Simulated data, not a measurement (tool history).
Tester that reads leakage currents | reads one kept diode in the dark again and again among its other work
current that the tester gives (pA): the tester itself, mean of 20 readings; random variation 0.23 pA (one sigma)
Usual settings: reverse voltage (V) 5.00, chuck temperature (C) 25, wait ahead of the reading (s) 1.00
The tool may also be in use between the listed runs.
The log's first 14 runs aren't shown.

run,hour,reverse voltage (V),chuck temperature (C),wait ahead of the reading (s),current that the tester gives (pA)
15,1013.9,5.00,25,1.00,81.65
16,1103.0,2.82,37,1.00,155.46
17,1153.0,2.82,37,1.00,154.88
18,1202.4,3.22,37,1.00,164.21
19,1283.1,3.30,22,2.20,52.04
20,1342.7,3.30,22,2.20,52.35
# hour 1397.8: probe card cleaned and baked
21,1402.4,3.30,22,2.20,46.10
22,1472.4,5.00,25,1.26,71.03
23,1530.4,7.22,47,1.26,468.51
24,1603.5,4.08,31,0.77,107.60
25,1658.1,5.00,23,3.79,59.23
26,1702.7,5.00,30,9.20,105.82
27,1769.9,10.92,42,0.31,390.57
28,1828.7,5.00,46,1.00,373.13
29,1922.8,5.00,57,2.64,817.79
30,1983.5,3.39,58,5.44,744.29

Forecast each of these 5 alternatives for the next run:
A,2026.6,2.29,38,0.39,?
B,2026.6,17.33,55,1.00,?
C,2026.6,3.39,26,5.44,?
D,2026.6,5.00,59,1.00,?
E,2026.6,5.07,25,1.00,?

run,current that the tester gives (pA)
A,147.17
B,1195.80
C,65.01
D,944.31
E,72.21
Without the tool's hidden state the same runs would have given:
run,current that the tester gives (pA)
A,151.80
B,1230.01
C,66.62
D,973.02
E,73.62
